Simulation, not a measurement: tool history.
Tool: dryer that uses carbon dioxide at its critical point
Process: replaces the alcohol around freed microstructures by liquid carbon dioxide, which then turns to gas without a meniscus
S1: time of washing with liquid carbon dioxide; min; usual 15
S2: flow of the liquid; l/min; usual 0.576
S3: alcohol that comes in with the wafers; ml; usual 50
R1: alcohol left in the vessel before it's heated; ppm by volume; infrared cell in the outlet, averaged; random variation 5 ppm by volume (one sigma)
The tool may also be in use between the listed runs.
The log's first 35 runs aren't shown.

{"run": 36, "hour": 276.3, "S1": 18, "S2": 0.935, "S3": 50, "R1": 16}
{"run": 37, "hour": 284.0, "S1": 18, "S2": 0.576, "S3": 37, "R1": 33}
{"run": 38, "hour": 291.0, "S1": 13, "S2": 0.438, "S3": 25, "R1": 286}
{"run": 39, "hour": 295.7, "S1": 24, "S2": 0.749, "S3": 50, "R1": 16}
{"run": 40, "hour": 306.4, "S1": 24, "S2": 0.381, "S3": 32, "R1": 42}
{"run": 41, "hour": 315.3, "S1": 24, "S2": 0.381, "S3": 32, "R1": 49}
{"run": 42, "hour": 321.1, "S1": 18, "S2": 0.592, "S3": 36, "R1": 32}
{"run": 43, "hour": 330.8, "S1": 18, "S2": 0.592, "S3": 36, "R1": 31}
{"run": 44, "hour": 339.0, "S1": 15, "S2": 0.84, "S3": 43, "R1": 26}
{"run": 45, "hour": 344.7, "S1": 11, "S2": 0.576, "S3": 50, "R1": 336}
{"run": 46, "hour": 353.0, "S1": 11, "S2": 0.576, "S3": 50, "R1": 344}
{"run": 47, "hour": 358.1, "S1": 23, "S2": 0.354, "S3": 29, "R1": 78}
{"run": 48, "hour": 367.3, "S1": 12, "S2": 0.774, "S3": 22, "R1": 27}

Forecast each of these 3 alternatives for the next run:
{"run": "A", "hour": 374.9, "S1": 16, "S2": 0.651, "S3": 46, "R1": "?"}
{"run": "B", "hour": 374.9, "S1": 20, "S2": 0.461, "S3": 50, "R1": "?"}
{"run": "C", "hour": 374.9, "S1": 15, "S2": 0.522, "S3": 67, "R1": "?"}

run=A R1=37
run=B R1=62
run=C R1=165
Without the tool's hidden state the same runs would have given:
run=A R1=10
run=B R1=15
run=C R1=49
